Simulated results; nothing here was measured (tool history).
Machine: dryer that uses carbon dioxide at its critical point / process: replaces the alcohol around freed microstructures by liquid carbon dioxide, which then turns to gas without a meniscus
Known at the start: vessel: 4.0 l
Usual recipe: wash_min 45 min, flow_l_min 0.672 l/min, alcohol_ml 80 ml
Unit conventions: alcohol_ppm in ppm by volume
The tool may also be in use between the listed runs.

{"run": 1, "day": 0.0, "wash_min": 45, "flow_l_min": 0.672, "alcohol_ml": 80, "alcohol_ppm": 77}
{"run": 2, "day": 0.808, "wash_min": 45, "flow_l_min": 0.672, "alcohol_ml": 80, "alcohol_ppm": 91}
{"run": 3, "day": 1.408, "wash_min": 45, "flow_l_min": 0.672, "alcohol_ml": 80, "alcohol_ppm": 83}
{"run": 4, "day": 1.875, "wash_min": 45, "flow_l_min": 0.672, "alcohol_ml": 80, "alcohol_ppm": 83}
{"run": 5, "day": 2.779, "wash_min": 45, "flow_l_min": 0.672, "alcohol_ml": 80, "alcohol_ppm": 80}
{"run": 6, "day": 3.6, "wash_min": 45, "flow_l_min": 0.672, "alcohol_ml": 80, "alcohol_ppm": 98}
{"run": 7, "day": 4.233, "wash_min": 45, "flow_l_min": 0.672, "alcohol_ml": 80, "alcohol_ppm": 89}
{"run": 8, "day": 5.117, "wash_min": 45, "flow_l_min": 0.672, "alcohol_ml": 80, "alcohol_ppm": 100}
{"run": 9, "day": 5.783, "wash_min": 45, "flow_l_min": 0.672, "alcohol_ml": 80, "alcohol_ppm": 100}
{"run": 10, "day": 6.75, "wash_min": 45, "flow_l_min": 0.672, "alcohol_ml": 80, "alcohol_ppm": 97}
{"run": 11, "day": 7.288, "wash_min": 49, "flow_l_min": 0.672, "alcohol_ml": 114, "alcohol_ppm": 99}
{"run": 12, "day": 7.742, "wash_min": 38, "flow_l_min": 0.474, "alcohol_ml": 80, "alcohol_ppm": 569}
{"run": 13, "day": 8.617, "wash_min": 32, "flow_l_min": 0.62, "alcohol_ml": 96, "alcohol_ppm": 524}
{"run": 14, "day": 9.221, "wash_min": 32, "flow_l_min": 0.62, "alcohol_ml": 96, "alcohol_ppm": 524}
{"run": 15, "day": 9.625, "wash_min": 43, "flow_l_min": 0.71, "alcohol_ml": 80, "alcohol_ppm": 110}
{"day": 9.967, "done": "inlet filter changed"}
{"run": 16, "day": 10.479, "wash_min": 43, "flow_l_min": 0.71, "alcohol_ml": 80, "alcohol_ppm": 88}
{"run": 17, "day": 11.112, "wash_min": 39, "flow_l_min": 0.856, "alcohol_ml": 26, "alcohol_ppm": 62}
{"run": 18, "day": 11.933, "wash_min": 45, "flow_l_min": 0.467, "alcohol_ml": 80, "alcohol_ppm": 234}

What if the next run were any one of these 3? Each begins from the tool's condition after run 18:
{"run": "A", "day": 12.896, "wash_min": 59, "flow_l_min": 0.467, "alcohol_ml": 48, "alcohol_ppm": "?"}
{"run": "B", "day": 12.896, "wash_min": 49, "flow_l_min": 0.467, "alcohol_ml": 80, "alcohol_ppm": "?"}
{"run": "C", "day": 12.896, "wash_min": 45, "flow_l_min": 0.666, "alcohol_ml": 80, "alcohol_ppm": "?"}

run=A alcohol_ppm=93
run=B alcohol_ppm=176
run=C alcohol_ppm=92
With the hidden condition removed and each run's random variation left untouched, the same runs would have given:
run=A alcohol_ppm=29
run=B alcohol_ppm=104
run=C alcohol_ppm=28
